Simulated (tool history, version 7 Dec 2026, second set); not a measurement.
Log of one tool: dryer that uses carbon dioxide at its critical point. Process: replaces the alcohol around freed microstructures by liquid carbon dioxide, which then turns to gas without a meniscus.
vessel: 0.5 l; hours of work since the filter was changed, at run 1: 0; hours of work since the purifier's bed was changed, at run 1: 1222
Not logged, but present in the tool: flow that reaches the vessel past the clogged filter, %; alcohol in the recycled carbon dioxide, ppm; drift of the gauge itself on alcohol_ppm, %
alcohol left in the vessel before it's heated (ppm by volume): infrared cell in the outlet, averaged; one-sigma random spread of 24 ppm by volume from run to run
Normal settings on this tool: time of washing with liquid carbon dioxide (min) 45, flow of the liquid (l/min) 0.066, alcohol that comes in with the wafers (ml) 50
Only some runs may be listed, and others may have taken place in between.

run     day  time of washing with liquid carbon dioxide (min)  flow of the liquid (l/min)  alcohol that comes in with the wafers (ml)  hours of work since the filter was changed  hours of work since the purifier's bed was changed  alcohol left in the vessel before it's heated (ppm by volume)
  1       0                                                45                       0.066                                          50                                           0                                                1222                                                           1599
  2   2.529                                                45                       0.066                                          32                                          42                                                1264                                                           1129
  3   4.067                                                45                       0.066                                          32                                          68                                                1290                                                           1199
  4   6.008                                                32                       0.066                                          32                                         101                                                1322                                                           3833
  5   7.129                                                32                       0.066                                          32                                         119                                                1341                                                           3892
  6   8.221                                                45                      0.0502                                          50                                         138                                                1359                                                           5038
      9.688  -- inlet filter changed
  7  10.708                                                45                      0.1004                                          50                                          17                                                1400                                                            281
     11.829  -- purifier's bed changed
  8  12.621                                                45                      0.1004                                          50                                          47                                                  13                                                            228
  9  13.879                                                45                      0.1004                                          50                                          68                                                  34                                                            238
 10  15.538                                                45                      0.1004                                          50                                          96                                                  62                                                            252
 11  17.525                                                47                       0.066                                          29                                         129                                                  95                                                            929
 12  19.004                                                39                      0.0769                                          29                                         154                                                 120                                                           1215
     19.588  -- inlet filter changed
 13  20.271                                                61                      0.1052                                          98                                          11                                                 141                                                             39
 14  22.717                                                61                      0.1052                                          98                                          52                                                 182                                                             43
 15   24.45                                                61                      0.1052                                          98                                          81                                                 211                                                             56
 16  26.133                                                61                      0.1052                                          98                                         110                                                 239                                                             66
 17  27.358                                                42                      0.0654                                          36                                         130                                                 260                                                           1911
 18  28.975                                                39                      0.0685                                          78                                         157                                                 287                                                           4923
     29.354  -- inlet filter changed
 19  30.338                                                39                      0.0685                                          78                                          16                                                 309                                                           3865

Each row is a separate what-if for the run after 19, all from the same tool condition, not one after another. Results?
  A  31.575                                                49                      0.0914                                          34                                          37                                                 329                                                              ?
  B  31.575                                                56                      0.0442                                         115                                          37                                                 329                                                              ?
  C  31.575                                                62                      0.0559                                         102                                          37                                                 329                                                              ?
  D  31.575                                                29                      0.1114                                          78                                          37                                                 329                                                              ?
  E  31.575                                                47                       0.066                                          50                                          37                                                 329                                                              ?

run  alcohol left in the vessel before it's heated (ppm by volume)
  A                                                            180
  B                                                           7119
  C                                                           1713
  D                                                           1964
  E                                                           1405
Stripped of hidden state, with their random variation kept, the same runs would have yielded:
run  alcohol left in the vessel before it's heated (ppm by volume)
  A                                                            148
  B                                                           6688
  C                                                           1561
  D                                                           1807
  E                                                           1289
